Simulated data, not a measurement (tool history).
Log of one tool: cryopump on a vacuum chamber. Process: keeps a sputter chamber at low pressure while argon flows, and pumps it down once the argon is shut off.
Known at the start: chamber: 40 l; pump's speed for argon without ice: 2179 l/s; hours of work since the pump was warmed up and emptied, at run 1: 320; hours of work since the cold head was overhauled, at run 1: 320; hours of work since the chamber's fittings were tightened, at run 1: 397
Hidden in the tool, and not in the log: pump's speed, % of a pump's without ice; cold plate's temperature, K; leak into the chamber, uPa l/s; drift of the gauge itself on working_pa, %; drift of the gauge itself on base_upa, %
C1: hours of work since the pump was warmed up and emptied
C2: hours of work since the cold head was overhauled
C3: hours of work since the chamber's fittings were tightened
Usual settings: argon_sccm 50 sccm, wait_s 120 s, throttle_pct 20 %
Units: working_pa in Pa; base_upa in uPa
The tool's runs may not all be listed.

{"run": 1, "hour": 0.0, "argon_sccm": 50, "wait_s": 120, "throttle_pct": 20, "C1": 320, "C2": 320, "C3": 397, "working_pa": 0.2031, "base_upa": 0.95}
{"run": 2, "hour": 10.9, "argon_sccm": 50, "wait_s": 120, "throttle_pct": 20, "C1": 324, "C2": 324, "C3": 402, "working_pa": 0.2043, "base_upa": 0.96}
{"run": 3, "hour": 33.8, "argon_sccm": 50, "wait_s": 120, "throttle_pct": 20, "C1": 333, "C2": 333, "C3": 411, "working_pa": 0.2029, "base_upa": 0.99}
{"run": 4, "hour": 46.1, "argon_sccm": 50, "wait_s": 120, "throttle_pct": 19, "C1": 338, "C2": 338, "C3": 416, "working_pa": 0.2135, "base_upa": 0.98}
{"run": 5, "hour": 65.4, "argon_sccm": 50, "wait_s": 120, "throttle_pct": 19, "C1": 346, "C2": 346, "C3": 424, "working_pa": 0.2135, "base_upa": 1.04}
{"run": 6, "hour": 80.2, "argon_sccm": 50, "wait_s": 26, "throttle_pct": 20, "C1": 352, "C2": 352, "C3": 430, "working_pa": 0.2043, "base_upa": 2.46}
{"run": 7, "hour": 99.2, "argon_sccm": 50, "wait_s": 120, "throttle_pct": 17, "C1": 360, "C2": 360, "C3": 437, "working_pa": 0.2364, "base_upa": 0.97}
{"run": 8, "hour": 123.6, "argon_sccm": 46, "wait_s": 69, "throttle_pct": 55, "C1": 369, "C2": 369, "C3": 447, "working_pa": 0.0753, "base_upa": 1.32}
{"run": 9, "hour": 141.1, "argon_sccm": 46, "wait_s": 69, "throttle_pct": 55, "C1": 376, "C2": 376, "C3": 454, "working_pa": 0.0747, "base_upa": 1.27}

The next listed run, before its measurement:
{"run": 10, "hour": 160.8, "argon_sccm": 36, "wait_s": 57, "throttle_pct": 16, "C1": 384, "C2": 384, "C3": 462, "working_pa": "?", "base_upa": "?"}

{"run 10": {"working_pa": 0.1804, "base_upa": 1.5}}
Without the tool's hidden state the same run would have given working_pa 0.1727 Pa, base_upa 1.01 uPa.
